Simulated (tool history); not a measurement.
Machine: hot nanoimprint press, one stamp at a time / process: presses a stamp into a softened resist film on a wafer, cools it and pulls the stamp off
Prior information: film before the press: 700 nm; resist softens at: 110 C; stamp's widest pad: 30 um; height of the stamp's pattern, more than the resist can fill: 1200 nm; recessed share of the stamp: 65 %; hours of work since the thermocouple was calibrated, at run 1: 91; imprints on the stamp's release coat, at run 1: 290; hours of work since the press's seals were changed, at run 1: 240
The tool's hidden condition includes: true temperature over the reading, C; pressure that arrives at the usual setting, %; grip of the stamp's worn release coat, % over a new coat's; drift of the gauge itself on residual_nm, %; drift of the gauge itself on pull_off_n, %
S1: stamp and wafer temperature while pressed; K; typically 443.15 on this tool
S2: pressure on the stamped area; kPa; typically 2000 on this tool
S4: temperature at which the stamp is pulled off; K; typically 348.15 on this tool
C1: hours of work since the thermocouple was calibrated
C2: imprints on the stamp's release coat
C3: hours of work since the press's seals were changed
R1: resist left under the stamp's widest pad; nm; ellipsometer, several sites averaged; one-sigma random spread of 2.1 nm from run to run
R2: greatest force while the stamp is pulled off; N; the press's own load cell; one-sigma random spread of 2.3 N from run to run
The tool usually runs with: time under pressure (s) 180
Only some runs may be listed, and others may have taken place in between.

run 1 day=0.000 | S1=443.15 S2=2000 time_under_pressure_(s)=180 S4=348.15 | C1=91 C2=290 C3=240 | R1=344.3 R2=109
run 2 day=0.475 | S1=443.15 S2=2000 time_under_pressure_(s)=180 S4=348.15 | C1=99 C2=315 C3=247 | R1=344.3 R2=113
run 3 day=0.938 | S1=443.15 S2=2000 time_under_pressure_(s)=180 S4=348.15 | C1=106 C2=339 C3=255 | R1=344.1 R2=106
run 4 day=1.433 | S1=443.15 S2=2000 time_under_pressure_(s)=180 S4=348.15 | C1=115 C2=366 C3=263 | R1=344.2 R2=116
run 5 day=1.975 | S1=443.15 S2=2000 time_under_pressure_(s)=180 S4=348.15 | C1=124 C2=394 C3=272 | R1=347.1 R2=111
run 6 day=2.404 | S1=443.15 S2=2000 time_under_pressure_(s)=180 S4=348.15 | C1=131 C2=417 C3=279 | R1=343.1 R2=113
run 7 day=2.779 | S1=443.15 S2=2000 time_under_pressure_(s)=346 S4=348.15 | C1=137 C2=437 C3=285 | R1=267.4 R2=115
run 8 day=3.146 | S1=443.15 S2=2000 time_under_pressure_(s)=205 S4=348.15 | C1=143 C2=456 C3=291 | R1=331.2 R2=118
run 9 day=3.688 | S1=443.15 S2=2650 time_under_pressure_(s)=180 S4=348.15 | C1=152 C2=484 C3=300 | R1=304.2 R2=114
run 10 day=4.088 | S1=446.15 S2=2000 time_under_pressure_(s)=180 S4=348.15 | C1=158 C2=505 C3=307 | R1=292.4 R2=119
run 11 day=4.554 | S1=446.15 S2=2000 time_under_pressure_(s)=131 S4=348.15 | C1=166 C2=530 C3=315 | R1=321.5 R2=122
run 12 day=5.088 | S1=446.15 S2=2000 time_under_pressure_(s)=131 S4=348.15 | C1=175 C2=558 C3=324 | R1=325.4 R2=122
-- day=5.283 plate thermocouple calibrated
run 13 day=5.733 | S1=446.15 S2=2000 time_under_pressure_(s)=131 S4=348.15 | C1=7 C2=586 C3=332 | R1=327.1 R2=121
run 14 day=6.333 | S1=443.15 S2=2000 time_under_pressure_(s)=180 S4=348.15 | C1=17 C2=617 C3=342 | R1=341.6 R2=120
run 15 day=6.833 | S1=443.15 S2=2000 time_under_pressure_(s)=180 S4=348.15 | C1=26 C2=644 C3=350 | R1=342.9 R2=129
run 16 day=7.325 | S1=443.15 S2=2770 time_under_pressure_(s)=180 S4=348.15 | C1=34 C2=670 C3=358 | R1=293.6 R2=126
-- day=7.600 plate thermocouple calibrated, once more
run 17 day=8.204 | S1=443.15 S2=2770 time_under_pressure_(s)=180 S4=348.15 | C1=10 C2=709 C3=371 | R1=299.5 R2=124
run 18 day=9.004 | S1=449.15 S2=2720 time_under_pressure_(s)=180 S4=347.15 | C1=23 C2=751 C3=384 | R1=208.0 R2=127
run 19 day=9.808 | S1=449.15 S2=2720 time_under_pressure_(s)=180 S4=347.15 | C1=36 C2=794 C3=397 | R1=210.8 R2=127
run 20 day=10.529 | S1=449.15 S2=2720 time_under_pressure_(s)=180 S4=347.15 | C1=48 C2=832 C3=409 | R1=213.8 R2=126
run 21 day=11.329 | S1=440.15 S2=2340 time_under_pressure_(s)=119 S4=353.15 | C1=62 C2=874 C3=422 | R1=437.7 R2=127
run 22 day=11.758 | S1=447.15 S2=2000 time_under_pressure_(s)=95 S4=349.15 | C1=69 C2=897 C3=430 | R1=347.5 R2=127
-- day=12.129 stamp cleaned and given a new release coat
run 23 day=12.371 | S1=447.15 S2=2000 time_under_pressure_(s)=95 S4=349.15 | C1=75 C2=13 C3=436 | R1=343.7 R2=104
run 24 day=12.975 | S1=437.15 S2=1870 time_under_pressure_(s)=180 S4=348.15 | C1=85 C2=44 C3=445 | R1=480.0 R2=107
run 25 day=13.538 | S1=449.15 S2=1440 time_under_pressure_(s)=180 S4=348.15 | C1=94 C2=74 C3=455 | R1=287.6 R2=104
run 26 day=14.171 | S1=454.15 S2=2000 time_under_pressure_(s)=180 S4=348.15 | C1=104 C2=108 C3=465 | R1=183.6 R2=101
run 27 day=14.888 | S1=431.15 S2=2000 time_under_pressure_(s)=244 S4=337.15 | C1=116 C2=145 C3=477 | R1=559.9 R2=119
run 28 day=15.692 | S1=443.15 S2=2000 time_under_pressure_(s)=227 S4=337.15 | C1=129 C2=188 C3=490 | R1=317.4 R2=116
run 29 day=16.054 | S1=443.15 S2=2000 time_under_pressure_(s)=227 S4=337.15 | C1=135 C2=207 C3=496 | R1=315.7 R2=120
run 30 day=16.667 | S1=442.15 S2=2180 time_under_pressure_(s)=180 S4=348.15 | C1=146 C2=239 C3=506 | R1=352.9 R2=111
run 31 day=17.271 | S1=431.15 S2=2000 time_under_pressure_(s)=180 S4=355.15 | C1=156 C2=271 C3=516 | R1=589.0 R2=107

Hidden condition of the tool, last listed run before each entry between runs versus first listed run after:
Runs 12 to 13: plate thermocouple calibrated (day 5.283)
  true temperature over the reading, C: 0.3 -> 0.35; pressure that arrives at the usual setting, %: 97.48 -> 97.41; grip of the stamp's worn release coat, % over a new coat's: 16.5 -> 17.3
  what was measured, less what the result would be without the hidden state, R1: -1.5 -> -2.3 nm; R2: +17 -> +17 N
Runs 16 to 17: plate thermocouple calibrated, once more (day 7.600)
  true temperature over the reading, C: 0.4 -> 0.17; pressure that arrives at the usual setting, %: 97.21 -> 97.1; grip of the stamp's worn release coat, % over a new coat's: 19.9 -> 21.1
  what was measured, less what the result would be without the hidden state, R1: -1.3 -> +3.0 nm; R2: +21 -> +21 N
Runs 22 to 23: stamp cleaned and given a new release coat (day 12.129)
  true temperature over the reading, C: 0.28 -> 0.29; pressure that arrives at the usual setting, %: 96.63 -> 96.59; grip of the stamp's worn release coat, % over a new coat's: 26.9 -> 0.4
  what was measured, less what the result would be without the hidden state, R1: +0.4 -> +0.3 nm; R2: +26 -> +0 N
